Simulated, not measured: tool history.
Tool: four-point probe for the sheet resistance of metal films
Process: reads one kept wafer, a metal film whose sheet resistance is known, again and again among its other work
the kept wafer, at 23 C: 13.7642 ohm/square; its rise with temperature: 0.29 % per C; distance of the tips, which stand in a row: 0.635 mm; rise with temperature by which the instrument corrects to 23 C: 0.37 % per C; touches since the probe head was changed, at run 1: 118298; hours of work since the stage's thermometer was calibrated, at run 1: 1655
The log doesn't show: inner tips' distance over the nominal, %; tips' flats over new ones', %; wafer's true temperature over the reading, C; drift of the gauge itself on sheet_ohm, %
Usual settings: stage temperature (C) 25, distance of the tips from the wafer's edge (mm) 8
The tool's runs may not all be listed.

| run | hour | stage temperature (C) | distance of the tips from the wafer's edge (mm) | touches since the probe head was changed | hours of work since the stage's thermometer was calibrated | sheet resistance as the instrument gives it (ohm/square) |
|---|---|---|---|---|---|---|
| 1 | 0 | 25 | 8 | 118298 | 1655 | 13.62954 |
| 2 | 94.9 | 25 | 8 | 120911 | 1700 | 13.629521 |
| 3 | 164.4 | 25 | 8 | 122822 | 1733 | 13.626577 |
| 4 | 226.1 | 25 | 8 | 124521 | 1763 | 13.625518 |
|  | 235.7 | stage's thermometer calibrated |
| 5 | 301.5 | 25 | 75 | 126584 | 31 | 13.592563 |
| 6 | 400.1 | 25 | 75 | 129299 | 78 | 13.586291 |
| 7 | 458.3 | 20 | 8 | 130899 | 106 | 13.695013 |
| 8 | 546.2 | 21 | 8 | 133320 | 148 | 13.67539 |
| 9 | 631.8 | 21 | 34 | 135676 | 189 | 13.626796 |
| 10 | 692.9 | 33 | 8 | 137357 | 218 | 13.539146 |
| 11 | 739.9 | 33 | 8 | 138651 | 240 | 13.542784 |
| 12 | 846.1 | 33 | 8 | 141573 | 291 | 13.535563 |
| 13 | 921.6 | 25 | 8 | 143651 | 327 | 13.62087 |
| 14 | 1027.3 | 19 | 8 | 146562 | 377 | 13.686639 |
| 15 | 1121.1 | 19 | 8 | 149143 | 422 | 13.689726 |
| 16 | 1215.8 | 19 | 39 | 151749 | 467 | 13.645725 |
| 17 | 1297.2 | 21 | 4 | 153990 | 506 | 13.800462 |
| 18 | 1389.3 | 25 | 7 | 156525 | 550 | 13.634546 |
| 19 | 1483.1 | 21 | 10 | 159107 | 595 | 13.641669 |
| 20 | 1529.6 | 21 | 10 | 160388 | 617 | 13.642667 |
| 21 | 1619.6 | 27 | 19 | 162863 | 660 | 13.54953 |
| 22 | 1696 | 27 | 19 | 164967 | 696 | 13.547107 |
| 23 | 1764 | 26 | 44 | 166839 | 729 | 13.552681 |
| 24 | 1857.8 | 26 | 44 | 169419 | 773 | 13.549351 |
| 25 | 1936 | 23 | 75 | 171573 | 811 | 13.579618 |
| 26 | 1986 | 22 | 64 | 172949 | 835 | 13.589956 |
| 27 | 2053.7 | 29 | 14 | 174814 | 867 | 13.525121 |

4 ways to go on from here, each from the tool as it stands after run 27. What would each give?
| A | 2100.1 | 31 | 24 | 176089 | 889 | ? |
| B | 2100.1 | 25 | 12 | 176089 | 889 | ? |
| C | 2100.1 | 22 | 11 | 176089 | 889 | ? |
| D | 2100.1 | 21 | 7 | 176089 | 889 | ? |

| run | sheet resistance as the instrument gives it (ohm/square) |
|---|---|
| A | 13.495108 |
| B | 13.571685 |
| C | 13.608984 |
| D | 13.661015 |
Without the tool's hidden state the same runs would have given:
| run | sheet resistance as the instrument gives it (ohm/square) |
|---|---|
| A | 13.681808 |
| B | 13.759572 |
| C | 13.797457 |
| D | 13.850197 |
